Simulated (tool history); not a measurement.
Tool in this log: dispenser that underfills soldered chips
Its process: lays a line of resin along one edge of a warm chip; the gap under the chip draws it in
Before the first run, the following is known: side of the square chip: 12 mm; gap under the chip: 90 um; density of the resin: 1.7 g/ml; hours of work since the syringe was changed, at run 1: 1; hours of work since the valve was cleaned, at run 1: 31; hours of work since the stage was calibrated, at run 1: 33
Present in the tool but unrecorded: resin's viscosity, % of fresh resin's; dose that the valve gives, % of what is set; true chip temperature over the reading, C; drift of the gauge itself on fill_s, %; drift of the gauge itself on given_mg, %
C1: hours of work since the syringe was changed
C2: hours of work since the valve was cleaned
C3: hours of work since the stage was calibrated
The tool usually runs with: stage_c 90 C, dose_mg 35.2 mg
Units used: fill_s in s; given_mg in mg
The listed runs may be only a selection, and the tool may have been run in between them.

Run 1, hour 0: usual settings; C1 1; C2 31; C3 33. Result: fill_s 63 s, given_mg 34.51 mg.
Run 2, hour 1.8: usual settings but dose_mg 34.9 mg; C1 3; C2 33; C3 35. Result: fill_s 70.1 s, given_mg 34.12 mg.
At hour 5.8: new syringe of resin.
Run 3, hour 6.6: usual settings but dose_mg 34.9 mg; C1 1; C2 36; C3 38. Result: fill_s 58.2 s, given_mg 34.22 mg.
Run 4, hour 9.3: usual settings but dose_mg 34.9 mg; C1 3; C2 38; C3 40. Result: fill_s 68.4 s, given_mg 34.14 mg.
Run 5, hour 11.9: usual settings but dose_mg 34.9 mg; C1 5; C2 40; C3 42. Result: fill_s 79.7 s, given_mg 33.9 mg.
At hour 13.3: new syringe of resin.
Run 6, hour 15.8: usual settings but dose_mg 34.9 mg; C1 2; C2 43; C3 45. Result: fill_s 64.4 s, given_mg 34.05 mg.
Run 7, hour 19.6: usual settings but dose_mg 38.1 mg; C1 5; C2 46; C3 48. Result: fill_s 80.4 s, given_mg 37.1 mg.
At hour 21: new syringe of resin.
Run 8, hour 23.4: usual settings but dose_mg 38.1 mg; C1 2; C2 48; C3 50. Result: fill_s 65.7 s, given_mg 36.92 mg.
Run 9, hour 25.8: usual settings but dose_mg 38.1 mg; C1 4; C2 50; C3 52. Result: fill_s 74.3 s, given_mg 36.95 mg.
At hour 28.4: new syringe of resin.
Run 10, hour 28.4: usual settings but dose_mg 38.1 mg; C1 0; C2 52; C3 54. Result: fill_s 54.5 s, given_mg 36.99 mg.
Run 11, hour 32.3: usual settings; C1 3; C2 55; C3 57. Result: fill_s 70.3 s, given_mg 33.8 mg.
Run 12, hour 34.8: usual settings but stage_c 97 C; C1 5; C2 57; C3 59. Result: fill_s 65.1 s, given_mg 33.87 mg.
At hour 36.2: new syringe of resin.
Run 13, hour 37.5: usual settings but dose_mg 44.1 mg; C1 1; C2 59; C3 60. Result: fill_s 56.8 s, given_mg 42.44 mg.
Run 14, hour 41.6: usual settings but dose_mg 44.1 mg; C1 4; C2 62; C3 64. Result: fill_s 74.4 s, given_mg 42.77 mg.
At hour 43.7: new syringe of resin.
Run 15, hour 46.4: usual settings but dose_mg 44.1 mg; C1 2; C2 65; C3 67. Result: fill_s 63.9 s, given_mg 42.63 mg.
Run 16, hour 49.7: usual settings; C1 5; C2 68; C3 70. Result: fill_s 80 s, given_mg 33.97 mg.
At hour 51.3: new syringe of resin.
Run 17, hour 52.3: usual settings; C1 1; C2 69; C3 71. Result: fill_s 55.8 s, given_mg 33.81 mg.
Run 18, hour 54.8: usual settings but dose_mg 42.6 mg; C1 3; C2 71; C3 73. Result: fill_s 66.7 s, given_mg 40.66 mg.

What does the tool deliver on the next run?
At hour 58.8: new syringe of resin.
Run 19, hour 58.9: usual settings but stage_c 84 C, dose_mg 30.5 mg; C1 0; C2 74; C3 76. Result: fill_s ?, given_mg ?.

fill_s: 69.1 s
given_mg: 29.29 mg
With no hidden state in the tool, this same run would have given fill_s 70 s, given_mg 30.62 mg.
